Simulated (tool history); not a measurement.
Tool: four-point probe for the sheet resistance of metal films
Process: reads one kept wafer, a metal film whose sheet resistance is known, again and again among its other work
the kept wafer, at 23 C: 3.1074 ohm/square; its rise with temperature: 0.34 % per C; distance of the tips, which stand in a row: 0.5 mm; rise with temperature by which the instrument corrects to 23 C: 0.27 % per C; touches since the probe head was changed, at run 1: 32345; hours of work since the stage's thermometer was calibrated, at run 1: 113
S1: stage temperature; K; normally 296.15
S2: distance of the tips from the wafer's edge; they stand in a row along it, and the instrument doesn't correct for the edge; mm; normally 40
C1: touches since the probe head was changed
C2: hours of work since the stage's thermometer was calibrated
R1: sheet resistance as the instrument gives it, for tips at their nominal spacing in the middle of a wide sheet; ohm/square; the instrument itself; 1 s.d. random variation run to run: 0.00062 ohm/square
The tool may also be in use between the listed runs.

{"run": 1, "day": 0.0, "S1": 296.15, "S2": 40, "C1": 32345, "C2": 113, "R1": 3.113268}
{"run": 2, "day": 0.779, "S1": 296.15, "S2": 40, "C1": 33536, "C2": 127, "R1": 3.11359}
{"run": 3, "day": 1.267, "S1": 296.15, "S2": 40, "C1": 34284, "C2": 136, "R1": 3.113878}
{"run": 4, "day": 1.788, "S1": 296.15, "S2": 40, "C1": 35079, "C2": 145, "R1": 3.113303}
{"run": 5, "day": 2.733, "S1": 296.15, "S2": 40, "C1": 36528, "C2": 162, "R1": 3.1143}
{"run": 6, "day": 3.679, "S1": 296.15, "S2": 40, "C1": 37975, "C2": 179, "R1": 3.115081}
{"run": 7, "day": 4.821, "S1": 296.15, "S2": 40, "C1": 39717, "C2": 200, "R1": 3.113366}
{"run": 8, "day": 5.792, "S1": 293.15, "S2": 40, "C1": 41208, "C2": 217, "R1": 3.108741}
{"run": 9, "day": 6.533, "S1": 296.15, "S2": 40, "C1": 42341, "C2": 231, "R1": 3.115945}
{"run": 10, "day": 7.146, "S1": 296.15, "S2": 40, "C1": 43279, "C2": 242, "R1": 3.116962}
{"run": 11, "day": 7.638, "S1": 296.15, "S2": 40, "C1": 44031, "C2": 250, "R1": 3.116631}
{"run": 12, "day": 8.458, "S1": 301.15, "S2": 40, "C1": 45284, "C2": 265, "R1": 3.12593}
{"run": 13, "day": 9.342, "S1": 297.15, "S2": 40, "C1": 46634, "C2": 281, "R1": 3.120288}
{"run": 14, "day": 10.125, "S1": 297.15, "S2": 40, "C1": 47837, "C2": 295, "R1": 3.120005}
{"run": 15, "day": 11.183, "S1": 297.15, "S2": 40, "C1": 49451, "C2": 314, "R1": 3.119588}
{"run": 16, "day": 12.333, "S1": 296.15, "S2": 40, "C1": 51210, "C2": 334, "R1": 3.118669}
{"run": 17, "day": 13.167, "S1": 293.15, "S2": 4, "C1": 52487, "C2": 349, "R1": 3.137503}
{"run": 18, "day": 14.288, "S1": 293.15, "S2": 4, "C1": 54200, "C2": 370, "R1": 3.138117}
{"run": 19, "day": 14.817, "S1": 307.15, "S2": 54, "C1": 55013, "C2": 379, "R1": 3.143197}
{"run": 20, "day": 15.904, "S1": 307.15, "S2": 54, "C1": 56676, "C2": 399, "R1": 3.144377}
{"run": 21, "day": 16.942, "S1": 307.15, "S2": 54, "C1": 58262, "C2": 417, "R1": 3.144511}
{"run": 22, "day": 17.496, "S1": 300.15, "S2": 10, "C1": 59110, "C2": 427, "R1": 3.134336}
{"run": 23, "day": 18.158, "S1": 302.15, "S2": 40, "C1": 60123, "C2": 439, "R1": 3.134211}
{"run": 24, "day": 18.775, "S1": 296.15, "S2": 64, "C1": 61065, "C2": 450, "R1": 3.121784}
{"run": 25, "day": 19.567, "S1": 296.15, "S2": 64, "C1": 62278, "C2": 464, "R1": 3.120354}
{"run": 26, "day": 20.617, "S1": 296.15, "S2": 64, "C1": 63888, "C2": 483, "R1": 3.122565}
{"run": 27, "day": 21.096, "S1": 303.15, "S2": 59, "C1": 64618, "C2": 492, "R1": 3.13779}
{"run": 28, "day": 21.617, "S1": 299.15, "S2": 32, "C1": 65411, "C2": 501, "R1": 3.128579}
{"run": 29, "day": 22.583, "S1": 299.15, "S2": 32, "C1": 66891, "C2": 518, "R1": 3.130551}
{"run": 30, "day": 23.704, "S1": 295.15, "S2": 21, "C1": 68607, "C2": 538, "R1": 3.121091}
{"run": 31, "day": 24.175, "S1": 294.15, "S2": 33, "C1": 69325, "C2": 547, "R1": 3.119471}

Consider 3 possible next runs. They are alternatives, not a sequence: every one starts from the tool as it was left by run 31. What does each give?
{"run": "A", "day": 24.758, "S1": 303.15, "S2": 9, "C1": 70223, "C2": 557, "R1": "?"}
{"run": "B", "day": 24.758, "S1": 297.15, "S2": 38, "C1": 70223, "C2": 557, "R1": "?"}
{"run": "C", "day": 24.758, "S1": 299.15, "S2": 4, "C1": 70223, "C2": 557, "R1": "?"}

run=A R1=3.144126
run=B R1=3.126055
run=C R1=3.155799
The same runs, with their run-to-run variation unchanged, on a tool lacking any hidden condition would have given:
run=A R1=3.127628
run=B R1=3.109631
run=C R1=3.139235
